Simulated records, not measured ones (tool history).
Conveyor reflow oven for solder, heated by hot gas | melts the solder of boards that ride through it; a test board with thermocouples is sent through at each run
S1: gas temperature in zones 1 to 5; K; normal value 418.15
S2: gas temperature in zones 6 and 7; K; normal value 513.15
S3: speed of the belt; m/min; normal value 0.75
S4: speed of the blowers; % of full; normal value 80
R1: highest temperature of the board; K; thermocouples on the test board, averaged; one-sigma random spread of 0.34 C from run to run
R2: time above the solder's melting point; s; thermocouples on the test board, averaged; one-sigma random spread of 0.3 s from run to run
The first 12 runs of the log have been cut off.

run	hour	S1	S2	S3	S4	R1	R2
13	255.1	418.15	513.15	0.75	60	494.15	45.7
14	284.2	418.15	513.15	0.75	60	493.55	45.2
15	301	418.15	513.15	0.75	60	493.65	45.5
16	317.4	418.15	513.15	0.75	60	494.05	45.9
17	346.3	424.15	513.15	0.79	65	494.95	45
18	376.4	424.15	513.15	0.79	65	495.35	45.3
19	399.2	424.15	513.15	0.76	69	497.75	48.7
20	429.1	418.15	508.15	0.75	80	495.15	46.7
21	458.7	418.15	513.15	0.777	80	498.65	46
22	487.4	406.15	513.15	0.75	80	498.15	44.8
23	516.5	409.15	523.15	0.886	82	500.45	39.6
24	533.1	409.15	523.15	0.886	82	500.95	38.9
25	557.8	406.15	523.15	0.757	79	504.65	48
26	575.2	406.15	523.15	0.757	79	505.35	47.6
27	602.3	415.15	513.15	0.816	58	488.65	37.6
28	628.8	408.15	516.15	0.605	85	507.45	62.5
29	646.6	418.15	513.15	0.877	90	496.35	40.4
30	669	418.15	504.15	0.75	60	485.35	40.9

4 ways to go on from here, each from the tool as it stands after run 30. What would each give?
A	692.4	418.15	508.15	0.75	63	?	?
B	692.4	418.15	504.15	0.75	77	?	?
C	692.4	429.15	513.15	0.75	80	?	?
D	692.4	426.15	513.15	0.652	80	?	?

run	R1	R2
A	490.45	43.8
B	490.95	44.6
C	501.45	52.2
D	504.35	60.9
With no hidden state in the tool, these same runs would have given:
run	R1	R2
A	490.15	43.2
B	490.65	44.1
C	501.15	51.4
D	503.75	59.9

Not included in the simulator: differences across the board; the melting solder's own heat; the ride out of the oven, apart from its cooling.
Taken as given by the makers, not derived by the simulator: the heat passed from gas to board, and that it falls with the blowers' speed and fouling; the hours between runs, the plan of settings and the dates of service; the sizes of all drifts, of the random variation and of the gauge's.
